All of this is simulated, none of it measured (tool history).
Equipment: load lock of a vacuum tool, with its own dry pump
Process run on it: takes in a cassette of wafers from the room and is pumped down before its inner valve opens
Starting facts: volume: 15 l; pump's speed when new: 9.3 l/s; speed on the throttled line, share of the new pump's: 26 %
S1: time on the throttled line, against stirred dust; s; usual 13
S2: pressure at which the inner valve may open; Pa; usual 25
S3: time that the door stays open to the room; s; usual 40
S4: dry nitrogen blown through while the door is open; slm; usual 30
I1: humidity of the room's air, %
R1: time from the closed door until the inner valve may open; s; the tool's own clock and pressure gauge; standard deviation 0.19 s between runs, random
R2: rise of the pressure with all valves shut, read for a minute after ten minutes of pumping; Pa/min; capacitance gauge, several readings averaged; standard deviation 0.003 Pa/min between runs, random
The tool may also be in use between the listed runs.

{"run": 1, "day": 0.0, "S1": 13, "S2": 25, "S3": 40, "S4": 30, "I1": 43.5, "R1": 23.6, "R2": 0.079}
{"run": 2, "day": 12.246, "S1": 13, "S2": 25, "S3": 40, "S4": 30, "I1": 43, "R1": 23.9, "R2": 0.083}
{"run": 3, "day": 22.279, "S1": 13, "S2": 25, "S3": 40, "S4": 30, "I1": 43.8, "R1": 23.5, "R2": 0.086}
{"run": 4, "day": 38.808, "S1": 13, "S2": 25, "S3": 40, "S4": 30, "I1": 44.2, "R1": 23.5, "R2": 0.118}
{"run": 5, "day": 52.483, "S1": 13, "S2": 34, "S3": 40, "S4": 30, "I1": 43.4, "R1": 23, "R2": 0.121}
{"run": 6, "day": 64.988, "S1": 13, "S2": 25, "S3": 40, "S4": 30, "I1": 45.5, "R1": 23.8, "R2": 0.15}
{"run": 7, "day": 73.508, "S1": 13, "S2": 25, "S3": 40, "S4": 23, "I1": 46.6, "R1": 23.8, "R2": 0.16}
{"run": 8, "day": 86.2, "S1": 13, "S2": 25, "S3": 62, "S4": 30, "I1": 45.2, "R1": 24.1, "R2": 0.175}
{"run": 9, "day": 101.483, "S1": 13, "S2": 25, "S3": 40, "S4": 30, "I1": 46, "R1": 23.4, "R2": 0.194}
{"run": 10, "day": 113.621, "S1": 13, "S2": 27, "S3": 40, "S4": 30, "I1": 45.1, "R1": 23.9, "R2": 0.207}
{"run": 11, "day": 130.817, "S1": 13, "S2": 27, "S3": 143, "S4": 30, "I1": 46, "R1": 23.6, "R2": 0.275}
{"run": 12, "day": 143.108, "S1": 13, "S2": 25, "S3": 40, "S4": 18, "I1": 44.9, "R1": 24.1, "R2": 0.267}
{"run": 13, "day": 156.65, "S1": 13, "S2": 25, "S3": 40, "S4": 37, "I1": 49.5, "R1": 24.3, "R2": 0.283}
{"run": 14, "day": 168.346, "S1": 13, "S2": 25, "S3": 40, "S4": 37, "I1": 41.4, "R1": 24.2, "R2": 0.291}
{"run": 15, "day": 181.779, "S1": 13, "S2": 25, "S3": 40, "S4": 30, "I1": 44.2, "R1": 24.2, "R2": 0.331}
{"run": 16, "day": 196.504, "S1": 13, "S2": 25, "S3": 40, "S4": 30, "I1": 44, "R1": 24.3, "R2": 0.358}
{"run": 17, "day": 206.392, "S1": 13, "S2": 25, "S3": 40, "S4": 30, "I1": 43.4, "R1": 24, "R2": 0.384}
{"run": 18, "day": 222.608, "S1": 13, "S2": 25, "S3": 40, "S4": 30, "I1": 44.6, "R1": 24.3, "R2": 0.414}
{"run": 19, "day": 241.567, "S1": 19, "S2": 25, "S3": 40, "S4": 30, "I1": 45.1, "R1": 28.7, "R2": 0.466}
{"run": 20, "day": 256.146, "S1": 9, "S2": 25, "S3": 40, "S4": 30, "I1": 41.2, "R1": 21.8, "R2": 0.5}
{"run": 21, "day": 269.542, "S1": 7, "S2": 30, "S3": 188, "S4": 30, "I1": 45.9, "R1": 19.8, "R2": 0.586}
{"run": 22, "day": 279.292, "S1": 8, "S2": 25, "S3": 40, "S4": 28, "I1": 44.9, "R1": 20.6, "R2": 0.554}
{"day": 291.625, "done": "door's seal changed, seat wiped"}
{"run": 23, "day": 295.175, "S1": 8, "S2": 25, "S3": 40, "S4": 28, "I1": 44.5, "R1": 20.7, "R2": 0.047}
{"run": 24, "day": 304.042, "S1": 12, "S2": 19, "S3": 220, "S4": 19, "I1": 42.6, "R1": 24.2, "R2": 0.11}
{"run": 25, "day": 318.196, "S1": 17, "S2": 25, "S3": 40, "S4": 22, "I1": 46.9, "R1": 27.4, "R2": 0.065}
{"run": 26, "day": 338.108, "S1": 17, "S2": 25, "S3": 40, "S4": 22, "I1": 45, "R1": 27.5, "R2": 0.076}
{"run": 27, "day": 356.858, "S1": 13, "S2": 25, "S3": 40, "S4": 18, "I1": 45.4, "R1": 24.7, "R2": 0.103}
{"run": 28, "day": 369.221, "S1": 13, "S2": 25, "S3": 40, "S4": 18, "I1": 43, "R1": 24.7, "R2": 0.107}
{"run": 29, "day": 383.567, "S1": 12, "S2": 25, "S3": 40, "S4": 18, "I1": 44.9, "R1": 24.5, "R2": 0.124}
{"run": 30, "day": 400.367, "S1": 8, "S2": 25, "S3": 44, "S4": 30, "I1": 48, "R1": 21.3, "R2": 0.141}
{"run": 31, "day": 411.442, "S1": 17, "S2": 27, "S3": 28, "S4": 13, "I1": 41.2, "R1": 27.7, "R2": 0.162}
{"run": 32, "day": 428.346, "S1": 17, "S2": 27, "S3": 28, "S4": 13, "I1": 43.4, "R1": 27.6, "R2": 0.185}
{"run": 33, "day": 437.179, "S1": 13, "S2": 20, "S3": 110, "S4": 21, "I1": 43.2, "R1": 25.6, "R2": 0.218}
{"run": 34, "day": 450.179, "S1": 13, "S2": 41, "S3": 40, "S4": 26, "I1": 45.2, "R1": 24.1, "R2": 0.21}
{"run": 35, "day": 470.033, "S1": 16, "S2": 25, "S3": 184, "S4": 14, "I1": 47.7, "R1": 27.2, "R2": 0.326}
{"run": 36, "day": 479.629, "S1": 8, "S2": 44, "S3": 44, "S4": 35, "I1": 42.3, "R1": 21, "R2": 0.257}
{"day": 492.208, "done": "dry pump taken out, an overhauled one fitted"}
{"run": 37, "day": 498.362, "S1": 11, "S2": 36, "S3": 159, "S4": 35, "I1": 45.9, "R1": 21.3, "R2": 0.337}
{"run": 38, "day": 508.725, "S1": 8, "S2": 19, "S3": 47, "S4": 24, "I1": 42.7, "R1": 19.6, "R2": 0.328}

The same runs without the tool's hidden state, with the same run-to-run variation:
Hidden conditions of the tool in this case: pump's speed, % of a new pump's; leak at the door's seal, Pa l/s; drift of the gauge itself on ready_s, %; drift of the gauge itself on rise_pa_min, %.
run=1 R1=23.3 R2=0.047
run=2 R1=23.5 R2=0.04
run=3 R1=23.1 R2=0.034
run=4 R1=23 R2=0.047
run=5 R1=22.5 R2=0.034
run=6 R1=23.3 R2=0.047
run=7 R1=23.2 R2=0.047
run=8 R1=23.5 R2=0.048
run=9 R1=22.7 R2=0.045
run=10 R1=23.2 R2=0.043
run=11 R1=22.9 R2=0.082
run=12 R1=23.3 R2=0.054
run=13 R1=23.4 R2=0.045
run=14 R1=23.3 R2=0.033
run=15 R1=23.2 R2=0.047
run=16 R1=23.2 R2=0.041
run=17 R1=22.9 R2=0.043
run=18 R1=23.2 R2=0.038
run=19 R1=27.7 R2=0.043
run=20 R1=20.4 R2=0.045
run=21 R1=18.4 R2=0.089
run=22 R1=19.1 R2=0.038
run=23 R1=19.1 R2=0.046
run=24 R1=22.6 R2=0.105
run=25 R1=26.1 R2=0.051
run=26 R1=26.1 R2=0.048
run=27 R1=23 R2=0.057
run=28 R1=23 R2=0.05
run=29 R1=22.7 R2=0.053
run=30 R1=19.3 R2=0.048
run=31 R1=26 R2=0.054
run=32 R1=25.9 R2=0.054
run=33 R1=23.5 R2=0.075
run=34 R1=22.2 R2=0.044
run=35 R1=25.3 R2=0.123
run=36 R1=18.7 R2=0.038
run=37 R1=21.2 R2=0.081
run=38 R1=19.5 R2=0.052
